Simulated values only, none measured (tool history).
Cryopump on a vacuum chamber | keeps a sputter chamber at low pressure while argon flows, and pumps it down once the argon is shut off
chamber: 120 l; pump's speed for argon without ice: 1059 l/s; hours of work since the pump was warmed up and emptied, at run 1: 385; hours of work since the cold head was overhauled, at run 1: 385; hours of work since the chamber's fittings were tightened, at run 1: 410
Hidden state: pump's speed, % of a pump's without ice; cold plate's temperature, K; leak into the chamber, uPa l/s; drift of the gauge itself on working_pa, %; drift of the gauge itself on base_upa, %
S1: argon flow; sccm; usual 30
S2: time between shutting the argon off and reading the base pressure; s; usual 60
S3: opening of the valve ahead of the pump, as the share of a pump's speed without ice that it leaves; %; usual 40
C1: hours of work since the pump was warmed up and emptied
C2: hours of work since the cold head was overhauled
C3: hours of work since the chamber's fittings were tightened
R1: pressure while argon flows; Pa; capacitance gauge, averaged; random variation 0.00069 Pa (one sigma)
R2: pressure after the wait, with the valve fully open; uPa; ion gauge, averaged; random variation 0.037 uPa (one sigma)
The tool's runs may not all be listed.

| run | hour | S1 | S2 | S3 | C1 | C2 | C3 | R1 | R2 |
|---|---|---|---|---|---|---|---|---|---|
| 1 | 0.0 | 30 | 60 | 40 | 385 | 385 | 410 | 0.1247 | 2.51 |
| 2 | 25.1 | 30 | 60 | 40 | 406 | 406 | 431 | 0.1242 | 2.51 |
| 3 | 46.6 | 30 | 97 | 40 | 424 | 424 | 449 | 0.1244 | 1.77 |
| 4 | 77.2 | 30 | 60 | 40 | 450 | 450 | 475 | 0.1260 | 2.55 |
| 5 | 105.5 | 30 | 60 | 40 | 474 | 474 | 499 | 0.1249 | 2.52 |
| 6 | 123.5 | 30 | 60 | 40 | 489 | 489 | 514 | 0.1254 | 2.61 |
| 7 | 141.9 | 30 | 60 | 40 | 504 | 504 | 530 | 0.1260 | 2.60 |
| 8 | 169.7 | 30 | 60 | 40 | 528 | 528 | 553 | 0.1254 | 2.64 |
| 9 | 190.3 | 30 | 60 | 40 | 545 | 545 | 570 | 0.1259 | 2.67 |
| 10 | 216.8 | 20 | 122 | 40 | 567 | 567 | 593 | 0.0846 | 1.77 |
| 11 | 239.6 | 43 | 56 | 38 | 586 | 586 | 612 | 0.1905 | 2.88 |
| 12 | 270.4 | 43 | 56 | 38 | 612 | 612 | 638 | 0.1900 | 2.88 |
| 13 | 288.9 | 43 | 56 | 38 | 628 | 628 | 653 | 0.1918 | 2.88 |
| 14 | 307.9 | 34 | 60 | 38 | 644 | 644 | 669 | 0.1516 | 2.76 |
|  | 322.2 | pump warmed up, emptied and cooled again |
| 15 | 336.3 | 18 | 60 | 20 | 12 | 664 | 689 | 0.1441 | 2.57 |

4 ways to go on from here, each from the tool as it stands after run 15. What would each give?
| A | 365.5 | 18 | 60 | 21 | 36 | 688 | 714 | ? | ? |
| B | 365.5 | 13 | 131 | 38 | 36 | 688 | 714 | ? | ? |
| C | 365.5 | 17 | 266 | 25 | 36 | 688 | 714 | ? | ? |
| D | 365.5 | 36 | 129 | 19 | 36 | 688 | 714 | ? | ? |

| run | R1 | R2 |
|---|---|---|
| A | 0.1372 | 2.66 |
| B | 0.0549 | 1.71 |
| C | 0.1082 | 1.27 |
| D | 0.3052 | 1.70 |
Without the tool's hidden state the same runs would have given:
| run | R1 | R2 |
|---|---|---|
| A | 0.1366 | 2.09 |
| B | 0.0545 | 1.14 |
| C | 0.1076 | 0.70 |
| D | 0.3040 | 1.13 |
